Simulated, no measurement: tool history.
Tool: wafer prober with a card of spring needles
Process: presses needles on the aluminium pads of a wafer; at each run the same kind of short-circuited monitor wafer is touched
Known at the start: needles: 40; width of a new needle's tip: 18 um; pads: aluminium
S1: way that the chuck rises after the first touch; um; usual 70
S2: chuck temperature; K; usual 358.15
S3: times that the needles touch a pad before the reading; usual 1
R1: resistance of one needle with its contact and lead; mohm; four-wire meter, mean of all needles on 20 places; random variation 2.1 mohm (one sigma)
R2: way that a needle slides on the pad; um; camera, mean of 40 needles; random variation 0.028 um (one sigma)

Run 1, hour 0: usual settings. Result: R1 347 mohm, R2 16.32 um.
At hour 2.4: tips cleaned on abrasive film.
Run 2, hour 7.1: usual settings. Result: R1 408 mohm, R2 16.25 um.
Run 3, hour 12: usual settings. Result: R1 397 mohm, R2 16.25 um.
Run 4, hour 19.1: usual settings. Result: R1 382 mohm, R2 16.23 um.
Run 5, hour 26.6: usual settings but S3 2. Result: R1 319 mohm, R2 16.3 um.
At hour 28.8: tips cleaned on abrasive film.
Run 6, hour 36.5: usual settings but S1 52 um. Result: R1 372 mohm, R2 11.98 um.
Run 7, hour 45.2: usual settings but S1 52 um. Result: R1 435 mohm, R2 12.02 um.
Run 8, hour 51.4: usual settings but S2 316.15 K. Result: R1 351 mohm, R2 16.25 um.
At hour 54.9: tips cleaned on abrasive film.
Run 9, hour 58.7: usual settings. Result: R1 283 mohm, R2 16.2 um.
At hour 63: tips cleaned on abrasive film, once more.
Run 10, hour 69.2: usual settings. Result: R1 300 mohm, R2 16.14 um.
Run 11, hour 77.6: usual settings but S3 2. Result: R1 296 mohm, R2 16.21 um.
Run 12, hour 86.2: usual settings. Result: R1 353 mohm, R2 16.19 um.
At hour 89.8: tips cleaned on abrasive film.
Run 13, hour 96: usual settings. Result: R1 306 mohm, R2 16.14 um.
Run 14, hour 100.4: usual settings. Result: R1 324 mohm, R2 16.18 um.
At hour 102.2: height of the first contact set anew.
Run 15, hour 108: usual settings. Result: R1 343 mohm, R2 16.54 um.
At hour 116.4: tips cleaned on abrasive film.
Run 16, hour 118: usual settings. Result: R1 262 mohm, R2 16.51 um.
Run 17, hour 126.3: usual settings but S3 3. Result: R1 262 mohm, R2 16.57 um.
Run 18, hour 135.3: usual settings. Result: R1 342 mohm, R2 16.54 um.
At hour 142.6: tips cleaned on abrasive film.
Run 19, hour 145.4: usual settings but S2 345.15 K, S3 2. Result: R1 255 mohm, R2 16.51 um.
Run 20, hour 149.9: usual settings but S2 303.15 K, S3 2. Result: R1 259 mohm, R2 16.48 um.
Run 21, hour 155.7: usual settings but S2 303.15 K, S3 2. Result: R1 284 mohm, R2 16.49 um.
Run 22, hour 162.1: usual settings but S1 52 um, S2 393.15 K, S3 2. Result: R1 365 mohm, R2 12.21 um.
Run 23, hour 168.1: usual settings but S1 89 um, S2 367.15 K. Result: R1 307 mohm, R2 21 um.
At hour 169.1: tips cleaned on abrasive film.
Run 24, hour 178.5: usual settings but S1 89 um, S2 367.15 K. Result: R1 277 mohm, R2 20.97 um.
Run 25, hour 185.8: usual settings but S1 53 um, S2 396.15 K, S3 2. Result: R1 356 mohm, R2 12.44 um.
Run 26, hour 190.6: usual settings but S1 84 um, S2 340.15 K. Result: R1 310 mohm, R2 19.8 um.
At hour 195.3: tips cleaned on abrasive film.
Run 27, hour 200.5: usual settings but S1 56 um, S2 364.15 K, S3 3. Result: R1 274 mohm, R2 13.16 um.
Run 28, hour 206.6: usual settings but S1 56 um, S2 364.15 K, S3 3. Result: R1 291 mohm, R2 13.15 um.
Run 29, hour 212.4: usual settings but S1 73 um, S2 394.15 K. Result: R1 336 mohm, R2 17.17 um.
At hour 221.4: tips cleaned on abrasive film.
Run 30, hour 221.4: usual settings but S1 73 um, S2 394.15 K. Result: R1 251 mohm, R2 17.15 um.
Run 31, hour 229: usual settings but S1 60 um, S2 303.15 K, S3 2. Result: R1 286 mohm, R2 14.07 um.
Run 32, hour 236.9: usual settings but S1 63 um, S2 395.15 K. Result: R1 364 mohm, R2 14.79 um.
Run 33, hour 241.7: usual settings but S1 63 um, S2 395.15 K. Result: R1 377 mohm, R2 14.78 um.
At hour 248.1: tips cleaned on abrasive film.
Run 34, hour 252.1: usual settings but S1 74 um, S2 310.15 K. Result: R1 265 mohm, R2 17.34 um.
Run 35, hour 257.3: usual settings but S1 74 um, S2 310.15 K. Result: R1 298 mohm, R2 17.34 um.

Hidden state or all else? Some run-to-run changes of R1, split into what the settings, what came in and random variation would give without the hidden state, and what is left for the hidden state (with any gauge scatter that isn't in both results):
The hidden state here: debris on the tips, nm; way that the needles fall short of the set height, um; tips' diameter, um; drift of the gauge itself on contact_mohm, %; drift of the gauge itself on scrub_um, %.
Run 18 -> 19: S2 358.15 -> 345.15, S3 1 -> 2, tips cleaned on abrasive film. R1 -87 mohm: hidden state -87, all else +0.
Run 29 -> 30: tips cleaned on abrasive film. R1 -85 mohm: hidden state -84, all else -1.
Run 33 -> 34: S1 63 -> 74, S2 395.15 -> 310.15, tips cleaned on abrasive film. R1 -112 mohm: hidden state -83, all else -29.
